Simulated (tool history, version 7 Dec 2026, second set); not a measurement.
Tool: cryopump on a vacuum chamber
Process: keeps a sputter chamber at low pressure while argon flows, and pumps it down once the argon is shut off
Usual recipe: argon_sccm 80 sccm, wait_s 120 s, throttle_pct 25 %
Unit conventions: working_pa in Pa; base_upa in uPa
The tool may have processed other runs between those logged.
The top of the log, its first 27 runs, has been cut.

| run | day | argon_sccm | wait_s | throttle_pct | working_pa | base_upa |
|---|---|---|---|---|---|---|
| 28 | 43.371 | 80 | 120 | 28 | 0.3488 | 1.63 |
| 29 | 44.45 | 92 | 120 | 28 | 0.4021 | 1.66 |
| 30 | 45.412 | 97 | 120 | 25 | 0.4693 | 1.72 |
| 31 | 47.162 | 46 | 277 | 35 | 0.1654 | 1.37 |
| 32 | 48.792 | 80 | 120 | 31 | 0.3195 | 1.71 |
| 33 | 50.629 | 134 | 251 | 31 | 0.5414 | 1.46 |
| 34 | 51.829 | 34 | 29 | 17 | 0.2421 | 3.18 |
| 35 | 53.35 | 134 | 110 | 29 | 0.577 | 1.81 |

Branching from run 35: 3 alternative next runs. What would each branch give?
| A | 55.492 | 99 | 110 | 35 | ? | ? |
| B | 55.492 | 84 | 85 | 36 | ? | ? |
| C | 55.492 | 108 | 110 | 29 | ? | ? |

| run | working_pa | base_upa |
|---|---|---|
| A | 0.3643 | 1.87 |
| B | 0.3017 | 2.02 |
| C | 0.4673 | 1.85 |
Had the tool no hidden state, the same runs would have come out as:
| run | working_pa | base_upa |
|---|---|---|
| A | 0.3215 | 0.74 |
| B | 0.2653 | 0.89 |
| C | 0.4207 | 0.74 |
